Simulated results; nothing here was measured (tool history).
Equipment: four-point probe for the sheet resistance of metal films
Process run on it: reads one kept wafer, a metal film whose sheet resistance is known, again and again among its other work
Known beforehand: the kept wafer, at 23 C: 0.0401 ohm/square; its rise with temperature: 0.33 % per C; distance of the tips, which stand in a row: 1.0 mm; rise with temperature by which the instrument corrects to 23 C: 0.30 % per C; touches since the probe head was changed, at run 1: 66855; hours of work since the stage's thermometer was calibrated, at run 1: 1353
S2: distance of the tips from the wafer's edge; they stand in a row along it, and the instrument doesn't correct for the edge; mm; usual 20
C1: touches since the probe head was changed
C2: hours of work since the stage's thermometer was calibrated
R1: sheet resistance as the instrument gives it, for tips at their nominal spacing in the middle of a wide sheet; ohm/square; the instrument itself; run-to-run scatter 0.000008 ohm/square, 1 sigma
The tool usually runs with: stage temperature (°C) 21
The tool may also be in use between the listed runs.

{"run": 1, "hour": 0.0, "stage temperature (°C)": 21, "S2": 20, "C1": 66855, "C2": 1353, "R1": 0.040405}
{"hour": 8.9, "done": "stage's thermometer calibrated"}
{"run": 2, "hour": 56.2, "stage temperature (°C)": 21, "S2": 20, "C1": 67883, "C2": 33, "R1": 0.040393}
{"run": 3, "hour": 157.0, "stage temperature (°C)": 27, "S2": 20, "C1": 69743, "C2": 102, "R1": 0.040459}
{"run": 4, "hour": 262.0, "stage temperature (°C)": 27, "S2": 20, "C1": 71682, "C2": 175, "R1": 0.040473}
{"run": 5, "hour": 316.3, "stage temperature (°C)": 27, "S2": 20, "C1": 72684, "C2": 212, "R1": 0.040465}
{"run": 6, "hour": 372.3, "stage temperature (°C)": 31, "S2": 20, "C1": 73718, "C2": 251, "R1": 0.040518}
{"run": 7, "hour": 424.2, "stage temperature (°C)": 31, "S2": 20, "C1": 74676, "C2": 287, "R1": 0.040512}
{"run": 8, "hour": 528.5, "stage temperature (°C)": 21, "S2": 20, "C1": 76601, "C2": 359, "R1": 0.040422}
{"run": 9, "hour": 594.1, "stage temperature (°C)": 28, "S2": 20, "C1": 77812, "C2": 404, "R1": 0.040513}
{"run": 10, "hour": 648.6, "stage temperature (°C)": 21, "S2": 20, "C1": 78818, "C2": 441, "R1": 0.040448}
{"run": 11, "hour": 701.3, "stage temperature (°C)": 23, "S2": 20, "C1": 79791, "C2": 478, "R1": 0.040459}
{"run": 12, "hour": 785.2, "stage temperature (°C)": 23, "S2": 20, "C1": 81339, "C2": 536, "R1": 0.040468}
{"run": 13, "hour": 902.0, "stage temperature (°C)": 23, "S2": 20, "C1": 83496, "C2": 616, "R1": 0.040474}
{"run": 14, "hour": 963.4, "stage temperature (°C)": 23, "S2": 20, "C1": 84629, "C2": 659, "R1": 0.040473}
{"run": 15, "hour": 1064.9, "stage temperature (°C)": 23, "S2": 20, "C1": 86502, "C2": 729, "R1": 0.040492}
{"run": 16, "hour": 1186.1, "stage temperature (°C)": 23, "S2": 20, "C1": 88740, "C2": 812, "R1": 0.040508}
{"run": 17, "hour": 1283.2, "stage temperature (°C)": 23, "S2": 20, "C1": 90533, "C2": 879, "R1": 0.04049}
{"run": 18, "hour": 1387.9, "stage temperature (°C)": 23, "S2": 20, "C1": 92465, "C2": 952, "R1": 0.040527}
{"run": 19, "hour": 1501.1, "stage temperature (°C)": 21, "S2": 47, "C1": 94554, "C2": 1030, "R1": 0.040456}
{"run": 20, "hour": 1606.3, "stage temperature (°C)": 21, "S2": 20, "C1": 96496, "C2": 1102, "R1": 0.040514}
{"run": 21, "hour": 1657.3, "stage temperature (°C)": 21, "S2": 20, "C1": 97438, "C2": 1137, "R1": 0.040512}
{"run": 22, "hour": 1756.4, "stage temperature (°C)": 21, "S2": 20, "C1": 99267, "C2": 1206, "R1": 0.040531}
{"run": 23, "hour": 1862.7, "stage temperature (°C)": 32, "S2": 17, "C1": 101229, "C2": 1279, "R1": 0.040687}
{"run": 24, "hour": 1937.3, "stage temperature (°C)": 21, "S2": 26, "C1": 102606, "C2": 1331, "R1": 0.040519}
{"hour": 1985.3, "done": "stage's thermometer calibrated"}
{"run": 25, "hour": 2038.3, "stage temperature (°C)": 25, "S2": 18, "C1": 104460, "C2": 37, "R1": 0.040599}
{"run": 26, "hour": 2092.0, "stage temperature (°C)": 19, "S2": 49, "C1": 105451, "C2": 74, "R1": 0.040465}
{"run": 27, "hour": 2155.7, "stage temperature (°C)": 18, "S2": 26, "C1": 106629, "C2": 118, "R1": 0.040479}
{"run": 28, "hour": 2260.1, "stage temperature (°C)": 24, "S2": 20, "C1": 108556, "C2": 190, "R1": 0.040589}
{"run": 29, "hour": 2315.3, "stage temperature (°C)": 24, "S2": 20, "C1": 109574, "C2": 228, "R1": 0.040593}
{"run": 30, "hour": 2429.9, "stage temperature (°C)": 24, "S2": 20, "C1": 111689, "C2": 307, "R1": 0.040609}
{"run": 31, "hour": 2538.5, "stage temperature (°C)": 24, "S2": 20, "C1": 113694, "C2": 382, "R1": 0.040613}
{"run": 32, "hour": 2614.6, "stage temperature (°C)": 24, "S2": 20, "C1": 115098, "C2": 434, "R1": 0.040617}
{"run": 33, "hour": 2710.7, "stage temperature (°C)": 24, "S2": 20, "C1": 116872, "C2": 501, "R1": 0.040626}
{"run": 34, "hour": 2775.8, "stage temperature (°C)": 31, "S2": 65, "C1": 118074, "C2": 546, "R1": 0.040645}
{"run": 35, "hour": 2881.5, "stage temperature (°C)": 26, "S2": 17, "C1": 120025, "C2": 618, "R1": 0.04069}
{"run": 36, "hour": 2961.9, "stage temperature (°C)": 23, "S2": 19, "C1": 121509, "C2": 674, "R1": 0.040643}
{"run": 37, "hour": 3016.3, "stage temperature (°C)": 20, "S2": 13, "C1": 122513, "C2": 711, "R1": 0.040674}
{"hour": 3053.2, "done": "new probe head fitted"}
{"run": 38, "hour": 3096.4, "stage temperature (°C)": 31, "S2": 48, "C1": 796, "C2": 766, "R1": 0.039975}
{"run": 39, "hour": 3210.1, "stage temperature (°C)": 31, "S2": 48, "C1": 2897, "C2": 845, "R1": 0.039987}
{"run": 40, "hour": 3266.3, "stage temperature (°C)": 20, "S2": 3, "C1": 3934, "C2": 883, "R1": 0.042102}
{"run": 41, "hour": 3369.1, "stage temperature (°C)": 19, "S2": 18, "C1": 5831, "C2": 954, "R1": 0.039926}
{"run": 42, "hour": 3453.2, "stage temperature (°C)": 31, "S2": 4, "C1": 7383, "C2": 1012, "R1": 0.041317}
{"run": 43, "hour": 3527.7, "stage temperature (°C)": 31, "S2": 4, "C1": 8758, "C2": 1064, "R1": 0.041318}

Below are 4 alternative next runs, each starting from the tool's condition after run 43. Predict each:
{"run": "A", "hour": 3604.5, "stage temperature (°C)": 29, "S2": 4, "C1": 10176, "C2": 1117, "R1": "?"}
{"run": "B", "hour": 3604.5, "stage temperature (°C)": 26, "S2": 47, "C1": 10176, "C2": 1117, "R1": "?"}
{"run": "C", "hour": 3604.5, "stage temperature (°C)": 29, "S2": 24, "C1": 10176, "C2": 1117, "R1": "?"}
{"run": "D", "hour": 3604.5, "stage temperature (°C)": 31, "S2": 11, "C1": 10176, "C2": 1117, "R1": "?"}

run=A R1=0.04131
run=B R1=0.039974
run=C R1=0.040031
run=D R1=0.04019
The same runs, with their run-to-run variation unchanged, on a tool lacking any hidden condition would have given:
run=A R1=0.041485
run=B R1=0.040143
run=C R1=0.040202
run=D R1=0.040361
